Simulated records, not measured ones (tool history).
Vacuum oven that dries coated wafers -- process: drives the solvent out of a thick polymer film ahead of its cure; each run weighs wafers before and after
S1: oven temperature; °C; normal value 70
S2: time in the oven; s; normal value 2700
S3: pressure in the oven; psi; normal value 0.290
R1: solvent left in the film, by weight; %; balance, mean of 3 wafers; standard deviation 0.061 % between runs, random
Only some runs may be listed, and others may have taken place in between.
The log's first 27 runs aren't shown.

run 28 hour=638.3 | S1=70 S2=2820 S3=0.627 | R1=8.07
run 29 hour=670.3 | S1=70 S2=4680 S3=0.386 | R1=5.33
run 30 hour=697.7 | S1=70 S2=2820 S3=0.802 | R1=9.75
run 31 hour=725.2 | S1=63 S2=2820 S3=1.155 | R1=15.83
run 32 hour=743.8 | S1=63 S2=2820 S3=1.155 | R1=15.91
-- hour=754.5 oven's thermocouples calibrated
run 33 hour=759.6 | S1=55 S2=1740 S3=0.290 | R1=10.56
run 34 hour=773.0 | S1=75 S2=1860 S3=0.171 | R1=3.11
run 35 hour=791.5 | S1=71 S2=3120 S3=0.290 | R1=4.01
run 36 hour=820.5 | S1=76 S2=4620 S3=0.274 | R1=2.87
run 37 hour=839.0 | S1=76 S2=4620 S3=0.358 | R1=3.51
run 38 hour=862.4 | S1=76 S2=3180 S3=1.030 | R1=8.86
run 39 hour=891.0 | S1=70 S2=2280 S3=0.290 | R1=4.97
run 40 hour=919.3 | S1=70 S2=2040 S3=0.780 | R1=9.56
run 41 hour=933.3 | S1=70 S2=2040 S3=0.780 | R1=9.72
run 42 hour=958.2 | S1=70 S2=2040 S3=0.780 | R1=9.62
run 43 hour=990.2 | S1=70 S2=2700 S3=0.210 | R1=3.99

Here are 4 independent what-if runs from the current tool condition. What would each one return?
run A hour=1003.0 | S1=67 S2=2700 S3=0.210 | R1=?
run B hour=1003.0 | S1=84 S2=1860 S3=0.361 | R1=?
run C hour=1003.0 | S1=69 S2=1380 S3=0.741 | R1=?
run D hour=1003.0 | S1=77 S2=2700 S3=1.098 | R1=?

run=A R1=4.55
run=B R1=2.91
run=C R1=10.61
run=D R1=9.36
Without the tool's unlogged condition, the same runs would have read:
run=A R1=3.36
run=B R1=2.28
run=C R1=9.56
run=D R1=8.41
